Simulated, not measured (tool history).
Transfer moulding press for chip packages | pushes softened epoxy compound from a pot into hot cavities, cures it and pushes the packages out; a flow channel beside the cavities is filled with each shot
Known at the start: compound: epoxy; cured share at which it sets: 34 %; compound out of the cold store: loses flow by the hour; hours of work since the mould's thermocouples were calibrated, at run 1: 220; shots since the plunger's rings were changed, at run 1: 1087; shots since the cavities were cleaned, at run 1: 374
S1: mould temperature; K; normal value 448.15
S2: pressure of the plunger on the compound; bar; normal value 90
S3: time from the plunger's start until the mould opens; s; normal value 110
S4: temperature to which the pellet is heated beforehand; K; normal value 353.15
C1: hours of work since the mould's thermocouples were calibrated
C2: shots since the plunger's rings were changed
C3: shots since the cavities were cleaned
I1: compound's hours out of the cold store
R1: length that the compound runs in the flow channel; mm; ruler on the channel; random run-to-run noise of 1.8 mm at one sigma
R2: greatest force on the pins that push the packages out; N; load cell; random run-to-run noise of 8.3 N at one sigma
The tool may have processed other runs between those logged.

run 1 hour=0 | S1=448.15 S2=90 S3=110 S4=353.15 | C1=220 C2=1087 C3=374 | I1=16.7 | R1=718 R2=595
run 2 hour=9.6 | S1=448.15 S2=81 S3=110 S4=353.15 | C1=225 C2=1167 C3=454 | I1=11.8 | R1=693 R2=661
-- hour=13.7 cavities cleaned with cleaning compound and waxed
run 3 hour=21.4 | S1=448.15 S2=90 S3=110 S4=353.15 | C1=231 C2=1252 C3=63 | I1=23 | R1=699 R2=397
run 4 hour=40.2 | S1=442.15 S2=90 S3=110 S4=353.15 | C1=241 C2=1409 C3=220 | I1=37.9 | R1=680 R2=714
run 5 hour=48.6 | S1=448.15 S2=90 S3=110 S4=343.15 | C1=245 C2=1478 C3=289 | I1=15 | R1=718 R2=591
run 6 hour=66.3 | S1=448.15 S2=90 S3=110 S4=343.15 | C1=255 C2=1625 C3=436 | I1=32.3 | R1=677 R2=611
-- hour=73.7 cavities cleaned with cleaning compound and waxed
run 7 hour=77.5 | S1=448.15 S2=90 S3=110 S4=348.15 | C1=260 C2=1705 C3=31 | I1=15.4 | R1=718 R2=403
run 8 hour=87.5 | S1=448.15 S2=90 S3=110 S4=348.15 | C1=265 C2=1789 C3=115 | I1=26.6 | R1=686 R2=439
run 9 hour=96.7 | S1=448.15 S2=90 S3=110 S4=348.15 | C1=270 C2=1864 C3=190 | I1=28.1 | R1=683 R2=503
run 10 hour=105.1 | S1=448.15 S2=90 S3=110 S4=348.15 | C1=274 C2=1934 C3=260 | I1=23.1 | R1=695 R2=543
run 11 hour=115.4 | S1=448.15 S2=90 S3=110 S4=348.15 | C1=280 C2=2020 C3=346 | I1=22.9 | R1=696 R2=601
run 12 hour=123.4 | S1=448.15 S2=90 S3=110 S4=348.15 | C1=284 C2=2086 C3=412 | I1=24.3 | R1=690 R2=626
-- hour=133.1 cavities cleaned with cleaning compound and waxed
run 13 hour=143.1 | S1=448.15 S2=90 S3=122 S4=353.15 | C1=294 C2=2237 C3=83 | I1=19.2 | R1=701 R2=365
run 14 hour=152.9 | S1=448.15 S2=90 S3=122 S4=353.15 | C1=299 C2=2319 C3=165 | I1=29.3 | R1=677 R2=411
run 15 hour=170.1 | S1=448.15 S2=90 S3=122 S4=353.15 | C1=308 C2=2461 C3=307 | I1=35.5 | R1=662 R2=483
run 16 hour=185.9 | S1=448.15 S2=90 S3=93 S4=353.15 | C1=316 C2=2592 C3=438 | I1=17.3 | R1=703 R2=972
-- hour=192.1 cavities cleaned with cleaning compound and waxed
run 17 hour=199.5 | S1=448.15 S2=90 S3=93 S4=353.15 | C1=323 C2=2692 C3=61 | I1=30.4 | R1=672 R2=583
run 18 hour=210.6 | S1=446.15 S2=103 S3=110 S4=345.15 | C1=328 C2=2784 C3=153 | I1=35.3 | R1=710 R2=520
-- hour=221.8 mould's thermocouples calibrated
run 19 hour=229.9 | S1=446.15 S2=103 S3=110 S4=345.15 | C1=4 C2=2928 C3=297 | I1=22.7 | R1=743 R2=652
run 20 hour=240.3 | S1=446.15 S2=103 S3=110 S4=345.15 | C1=10 C2=3014 C3=383 | I1=38.1 | R1=705 R2=647
run 21 hour=251.2 | S1=446.15 S2=103 S3=110 S4=345.15 | C1=16 C2=3105 C3=474 | I1=18.8 | R1=752 R2=753
-- hour=254.4 cavities cleaned with cleaning compound and waxed
-- hour=268 mould's thermocouples calibrated, once more
run 22 hour=273.5 | S1=449.15 S2=109.3 S3=110 S4=344.15 | C1=3 C2=3261 C3=142 | I1=31.2 | R1=730 R2=444
run 23 hour=292 | S1=443.15 S2=69.9 S3=100 S4=343.15 | C1=13 C2=3414 C3=295 | I1=36.5 | R1=591 R2=939
run 24 hour=302.6 | S1=443.15 S2=69.9 S3=100 S4=350.15 | C1=18 C2=3502 C3=383 | I1=42.7 | R1=572 R2=985

Run 25 has not been measured yet. What should we expect?
-- hour=315.9 cavities cleaned with cleaning compound and waxed
run 25 hour=319.3 | S1=443.15 S2=101.1 S3=105 S4=352.15 | C1=26 C2=3628 C3=28 | I1=20.1 | R1=? R2=?

{"run 25": {"R1": 748, "R2": 596}}
Minus the tool's unlogged condition, the same run would have read R1 776 mm, R2 558 N.
